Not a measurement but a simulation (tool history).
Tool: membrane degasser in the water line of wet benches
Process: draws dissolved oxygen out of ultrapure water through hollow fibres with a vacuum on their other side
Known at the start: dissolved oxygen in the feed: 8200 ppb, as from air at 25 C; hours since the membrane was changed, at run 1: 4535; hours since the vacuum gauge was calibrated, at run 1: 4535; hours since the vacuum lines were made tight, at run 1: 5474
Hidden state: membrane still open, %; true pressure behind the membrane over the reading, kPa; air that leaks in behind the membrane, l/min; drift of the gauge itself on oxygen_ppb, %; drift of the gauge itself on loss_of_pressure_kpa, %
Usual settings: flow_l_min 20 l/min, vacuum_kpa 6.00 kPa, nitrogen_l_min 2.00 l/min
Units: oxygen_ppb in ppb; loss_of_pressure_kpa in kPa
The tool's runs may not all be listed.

run	hour	flow_l_min	vacuum_kpa	nitrogen_l_min	hours since the membrane was changed	hours since the vacuum gauge was calibrated	hours since the vacuum lines were made tight	oxygen_ppb	loss_of_pressure_kpa
1	0.0	20	6.00	2.00	4535	4535	5474	274.3	65.61
# hour 140.2: vacuum gauge calibrated
2	144.8	20	6.00	2.00	4679	5	5619	272.2	65.44
3	289.9	20	6.00	2.00	4824	150	5764	272.7	65.59
4	376.1	20	6.00	2.00	4910	236	5850	273.5	65.78
5	463.2	20	6.00	2.00	4997	323	5937	277.0	65.28
6	669.8	20	6.00	2.00	5204	530	6144	282.1	66.22
7	852.6	20	6.00	2.00	5387	712	6327	284.9	66.03
8	993.1	20	6.00	2.00	5527	853	6467	285.8	65.74
9	1127.8	20	6.00	2.00	5662	988	6602	280.6	66.57
# hour 1161.9: seals of the vacuum lines changed
# hour 1182.1: vacuum gauge calibrated, once more
10	1270.5	20	14.81	2.00	5802	88	108	461.0	65.66
11	1368.3	18	6.00	2.00	5900	186	206	210.2	60.14
12	1481.1	18	6.00	5.55	6013	299	319	173.7	59.51
13	1661.3	18	6.00	5.55	6193	479	499	174.7	59.62
14	1866.0	14	4.51	2.84	6398	684	704	85.6	46.44
15	2009.6	14	12.01	2.00	6541	828	847	214.0	46.38
16	2106.8	32	7.46	2.00	6638	925	944	741.1	106.14
17	2305.7	24	7.85	1.75	6837	1124	1143	473.4	80.00
18	2461.8	24	13.68	0.80	6993	1280	1299	914.2	79.95
19	2582.7	30	9.21	1.08	7114	1401	1420	853.5	99.76
20	2704.5	30	9.21	1.08	7236	1522	1542	849.7	100.40
21	2811.6	20	4.49	2.00	7343	1630	1649	243.4	66.76
22	2929.1	18	5.54	1.75	7461	1747	1767	215.6	60.21
23	3019.0	18	5.54	1.75	7551	1837	1857	217.8	59.59
24	3148.6	18	5.54	1.75	7680	1967	1986	218.1	60.69
25	3291.3	19	6.00	0.91	7823	2109	2129	323.0	63.80

Forecast each of these 4 alternatives for the next run:
A	3499.4	14	3.75	2.00	8031	2317	2337	?	?
B	3499.4	19	7.13	1.38	8031	2317	2337	?	?
C	3499.4	19	4.74	2.97	8031	2317	2337	?	?
D	3499.4	19	5.94	0.91	8031	2317	2337	?	?

run	oxygen_ppb	loss_of_pressure_kpa
A	84.8	46.84
B	312.4	63.99
C	212.4	63.54
D	315.0	63.84
Without the tool's hidden state the same runs would have given:
run	oxygen_ppb	loss_of_pressure_kpa
A	66.0	44.44
B	273.6	60.71
C	175.8	60.29
D	274.6	60.57

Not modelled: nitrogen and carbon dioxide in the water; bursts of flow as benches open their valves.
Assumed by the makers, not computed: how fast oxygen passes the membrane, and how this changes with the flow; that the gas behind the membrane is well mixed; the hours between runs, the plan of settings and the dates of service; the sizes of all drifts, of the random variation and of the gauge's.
